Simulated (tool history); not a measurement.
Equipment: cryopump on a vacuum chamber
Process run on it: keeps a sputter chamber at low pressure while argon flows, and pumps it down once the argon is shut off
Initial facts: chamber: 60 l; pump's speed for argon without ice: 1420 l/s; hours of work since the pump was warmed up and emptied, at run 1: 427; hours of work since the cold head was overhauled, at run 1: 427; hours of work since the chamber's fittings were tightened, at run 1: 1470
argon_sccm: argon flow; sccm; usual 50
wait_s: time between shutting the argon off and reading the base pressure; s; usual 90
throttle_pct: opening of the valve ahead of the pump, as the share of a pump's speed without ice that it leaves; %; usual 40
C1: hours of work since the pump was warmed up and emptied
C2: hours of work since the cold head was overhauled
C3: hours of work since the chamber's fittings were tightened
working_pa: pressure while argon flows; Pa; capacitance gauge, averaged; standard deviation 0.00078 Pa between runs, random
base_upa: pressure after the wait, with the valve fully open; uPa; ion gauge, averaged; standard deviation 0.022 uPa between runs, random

{"run": 1, "hour": 0.0, "argon_sccm": 50, "wait_s": 90, "throttle_pct": 40, "C1": 427, "C2": 427, "C3": 1470, "working_pa": 0.1666, "base_upa": 1.99}
{"run": 2, "hour": 26.5, "argon_sccm": 50, "wait_s": 90, "throttle_pct": 53, "C1": 444, "C2": 444, "C3": 1487, "working_pa": 0.1312, "base_upa": 2.09}
{"run": 3, "hour": 57.5, "argon_sccm": 50, "wait_s": 81, "throttle_pct": 40, "C1": 463, "C2": 463, "C3": 1506, "working_pa": 0.1694, "base_upa": 2.26}
{"run": 4, "hour": 87.3, "argon_sccm": 50, "wait_s": 81, "throttle_pct": 40, "C1": 481, "C2": 481, "C3": 1524, "working_pa": 0.171, "base_upa": 2.27}
{"run": 5, "hour": 111.9, "argon_sccm": 50, "wait_s": 81, "throttle_pct": 38, "C1": 496, "C2": 496, "C3": 1540, "working_pa": 0.1796, "base_upa": 2.3}
{"run": 6, "hour": 156.2, "argon_sccm": 50, "wait_s": 81, "throttle_pct": 38, "C1": 524, "C2": 524, "C3": 1567, "working_pa": 0.1809, "base_upa": 2.3}
{"run": 7, "hour": 193.5, "argon_sccm": 50, "wait_s": 81, "throttle_pct": 38, "C1": 547, "C2": 547, "C3": 1590, "working_pa": 0.1818, "base_upa": 2.33}
{"run": 8, "hour": 250.9, "argon_sccm": 34, "wait_s": 81, "throttle_pct": 38, "C1": 582, "C2": 582, "C3": 1626, "working_pa": 0.1268, "base_upa": 2.49}
{"hour": 268.9, "done": "pump warmed up, emptied and cooled again"}
{"run": 9, "hour": 309.4, "argon_sccm": 34, "wait_s": 81, "throttle_pct": 38, "C1": 25, "C2": 616, "C3": 1659, "working_pa": 0.1076, "base_upa": 1.86}
{"run": 10, "hour": 362.6, "argon_sccm": 34, "wait_s": 81, "throttle_pct": 38, "C1": 58, "C2": 648, "C3": 1692, "working_pa": 0.1068, "base_upa": 1.89}
{"run": 11, "hour": 420.3, "argon_sccm": 33, "wait_s": 203, "throttle_pct": 24, "C1": 94, "C2": 684, "C3": 1727, "working_pa": 0.1672, "base_upa": 1.64}
{"run": 12, "hour": 463.3, "argon_sccm": 33, "wait_s": 203, "throttle_pct": 24, "C1": 120, "C2": 711, "C3": 1754, "working_pa": 0.1665, "base_upa": 1.73}
{"run": 13, "hour": 511.0, "argon_sccm": 48, "wait_s": 90, "throttle_pct": 40, "C1": 150, "C2": 740, "C3": 1783, "working_pa": 0.1485, "base_upa": 2.03}
{"run": 14, "hour": 556.2, "argon_sccm": 48, "wait_s": 20, "throttle_pct": 37, "C1": 178, "C2": 768, "C3": 1811, "working_pa": 0.161, "base_upa": 3.64}
{"run": 15, "hour": 605.9, "argon_sccm": 66, "wait_s": 24, "throttle_pct": 54, "C1": 208, "C2": 799, "C3": 1842, "working_pa": 0.1553, "base_upa": 3.28}
{"run": 16, "hour": 636.1, "argon_sccm": 65, "wait_s": 72, "throttle_pct": 33, "C1": 227, "C2": 818, "C3": 1861, "working_pa": 0.2464, "base_upa": 2.29}
{"run": 17, "hour": 659.6, "argon_sccm": 24, "wait_s": 54, "throttle_pct": 54, "C1": 242, "C2": 832, "C3": 1875, "working_pa": 0.0569, "base_upa": 2.46}
{"run": 18, "hour": 716.8, "argon_sccm": 62, "wait_s": 90, "throttle_pct": 29, "C1": 277, "C2": 868, "C3": 1911, "working_pa": 0.2666, "base_upa": 2.23}
{"run": 19, "hour": 768.3, "argon_sccm": 21, "wait_s": 274, "throttle_pct": 26, "C1": 309, "C2": 899, "C3": 1943, "working_pa": 0.101, "base_upa": 2}

Consider 3 possible next runs. They are alternatives, not a sequence: every one starts from the tool as it was left by run 19. What does each give?
{"run": "A", "hour": 798.8, "argon_sccm": 27, "wait_s": 52, "throttle_pct": 17, "C1": 328, "C2": 918, "C3": 1961, "working_pa": "?", "base_upa": "?"}
{"run": "B", "hour": 798.8, "argon_sccm": 25, "wait_s": 274, "throttle_pct": 24, "C1": 328, "C2": 918, "C3": 1961, "working_pa": "?", "base_upa": "?"}
{"run": "C", "hour": 798.8, "argon_sccm": 50, "wait_s": 90, "throttle_pct": 38, "C1": 328, "C2": 918, "C3": 1961, "working_pa": "?", "base_upa": "?"}

run=A working_pa=0.1955 base_upa=2.62
run=B working_pa=0.1317 base_upa=2.05
run=C working_pa=0.1684 base_upa=2.34
Without the tool's hidden state the same runs would have given:
run=A working_pa=0.1882 base_upa=0.94
run=B working_pa=0.125 base_upa=0.34
run=C working_pa=0.1551 base_upa=0.66

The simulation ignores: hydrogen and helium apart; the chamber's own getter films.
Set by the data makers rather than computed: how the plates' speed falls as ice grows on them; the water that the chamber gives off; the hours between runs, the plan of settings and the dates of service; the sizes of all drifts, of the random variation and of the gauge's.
